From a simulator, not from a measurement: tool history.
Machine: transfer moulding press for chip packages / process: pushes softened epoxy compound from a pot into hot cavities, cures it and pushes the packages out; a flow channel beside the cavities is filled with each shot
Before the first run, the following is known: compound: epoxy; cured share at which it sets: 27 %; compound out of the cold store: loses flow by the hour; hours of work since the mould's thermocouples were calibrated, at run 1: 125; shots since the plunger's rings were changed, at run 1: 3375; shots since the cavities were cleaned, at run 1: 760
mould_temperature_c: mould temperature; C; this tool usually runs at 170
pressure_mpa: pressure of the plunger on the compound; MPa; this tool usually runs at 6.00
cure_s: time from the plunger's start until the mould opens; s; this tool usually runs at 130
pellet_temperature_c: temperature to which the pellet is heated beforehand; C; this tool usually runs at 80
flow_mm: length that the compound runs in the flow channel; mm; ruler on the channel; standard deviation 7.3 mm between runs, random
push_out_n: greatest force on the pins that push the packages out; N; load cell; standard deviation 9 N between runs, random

| run | hour | mould_temperature_c | pressure_mpa | cure_s | pellet_temperature_c | hours of work since the mould's thermocouples were calibrated | shots since the plunger's rings were changed | shots since the cavities were cleaned | incoming compound's hours out of the cold store | flow_mm | push_out_n |
|---|---|---|---|---|---|---|---|---|---|---|---|
| 1 | 0.0 | 170 | 6.00 | 130 | 80 | 125 | 3375 | 760 | 35.4 | 806 | 640 |
| 2 | 11.0 | 170 | 6.00 | 130 | 80 | 130 | 3448 | 833 | 37.9 | 799 | 623 |
| 3 | 22.5 | 170 | 5.99 | 130 | 80 | 136 | 3525 | 910 | 11.1 | 889 | 660 |
| 4 | 38.3 | 170 | 5.99 | 130 | 80 | 143 | 3630 | 1015 | 17.6 | 866 | 631 |
|  | 40.8 | cavities cleaned with cleaning compound and waxed |
| 5 | 51.7 | 170 | 5.99 | 130 | 80 | 149 | 3709 | 73 | 27.4 | 824 | 731 |
| 6 | 62.4 | 170 | 5.99 | 130 | 80 | 154 | 3781 | 145 | 40.0 | 780 | 726 |
| 7 | 76.8 | 170 | 5.99 | 161 | 80 | 161 | 3876 | 240 | 21.5 | 850 | 619 |
| 8 | 88.9 | 170 | 5.99 | 161 | 80 | 167 | 3957 | 321 | 30.8 | 804 | 635 |
|  | 106.8 | plunger's sealing rings changed |
| 9 | 106.8 | 170 | 5.99 | 161 | 80 | 175 | 0 | 423 | 43.8 | 832 | 602 |
| 10 | 127.1 | 170 | 5.99 | 161 | 78 | 185 | 136 | 559 | 24.9 | 890 | 615 |
| 11 | 146.3 | 173 | 5.99 | 161 | 78 | 194 | 263 | 686 | 15.5 | 918 | 608 |
|  | 154.6 | cavities cleaned with cleaning compound and waxed, once more |
| 12 | 160.3 | 173 | 5.99 | 161 | 78 | 200 | 346 | 38 | 39.9 | 839 | 394 |
| 13 | 178.6 | 173 | 5.99 | 161 | 78 | 209 | 468 | 160 | 35.2 | 832 | 439 |
| 14 | 191.4 | 173 | 5.99 | 161 | 78 | 215 | 554 | 246 | 30.6 | 850 | 482 |
| 15 | 203.1 | 173 | 5.99 | 161 | 71 | 221 | 631 | 323 | 34.0 | 841 | 500 |
| 16 | 222.8 | 175 | 7.47 | 151 | 90 | 230 | 762 | 454 | 15.9 | 1006 | 543 |
| 17 | 238.4 | 171 | 7.47 | 119 | 75 | 238 | 866 | 558 | 14.2 | 1045 | 667 |
| 18 | 249.9 | 171 | 5.16 | 119 | 75 | 243 | 943 | 635 | 23.3 | 828 | 706 |
| 19 | 262.9 | 169 | 5.60 | 119 | 75 | 250 | 1030 | 722 | 39.1 | 800 | 749 |
| 20 | 277.0 | 170 | 4.85 | 168 | 80 | 257 | 1123 | 815 | 36.7 | 754 | 579 |
| 21 | 288.3 | 170 | 6.48 | 125 | 80 | 262 | 1198 | 890 | 9.0 | 977 | 712 |
| 22 | 301.6 | 175 | 6.23 | 140 | 80 | 269 | 1287 | 979 | 30.6 | 844 | 592 |
|  | 309.8 | cavities cleaned with cleaning compound and waxed |
| 23 | 317.9 | 175 | 6.23 | 140 | 74 | 276 | 1386 | 54 | 11.0 | 937 | 386 |
| 24 | 329.9 | 163 | 5.39 | 130 | 80 | 282 | 1465 | 133 | 42.8 | 792 | 727 |
| 25 | 344.3 | 163 | 5.39 | 130 | 80 | 289 | 1561 | 229 | 19.4 | 884 | 876 |
| 26 | 361.6 | 170 | 6.00 | 130 | 78 | 297 | 1676 | 344 | 25.3 | 880 | 569 |
| 27 | 379.6 | 170 | 6.00 | 130 | 78 | 306 | 1796 | 464 | 20.5 | 887 | 618 |
| 28 | 389.0 | 170 | 6.00 | 130 | 78 | 310 | 1859 | 527 | 9.8 | 930 | 603 |
| 29 | 405.8 | 170 | 6.00 | 130 | 78 | 318 | 1971 | 639 | 44.8 | 807 | 625 |

4 ways to go on from here, each from the tool as it stands after run 29. What would each give?
| A | 416.1 | 170 | 6.00 | 117 | 79 | 323 | 2040 | 708 | 37.0 | ? | ? |
| B | 416.1 | 170 | 6.00 | 156 | 79 | 323 | 2040 | 708 | 46.2 | ? | ? |
| C | 416.1 | 176 | 6.00 | 130 | 86 | 323 | 2040 | 708 | 40.4 | ? | ? |
| D | 416.1 | 174 | 6.00 | 167 | 85 | 323 | 2040 | 708 | 14.7 | ? | ? |

| run | flow_mm | push_out_n |
|---|---|---|
| A | 821 | 731 |
| B | 789 | 571 |
| C | 787 | 582 |
| D | 908 | 561 |
Had the tool no hidden state, the same runs would have come out as:
| run | flow_mm | push_out_n |
|---|---|---|
| A | 847 | 452 |
| B | 814 | 367 |
| C | 813 | 376 |
| D | 937 | 363 |

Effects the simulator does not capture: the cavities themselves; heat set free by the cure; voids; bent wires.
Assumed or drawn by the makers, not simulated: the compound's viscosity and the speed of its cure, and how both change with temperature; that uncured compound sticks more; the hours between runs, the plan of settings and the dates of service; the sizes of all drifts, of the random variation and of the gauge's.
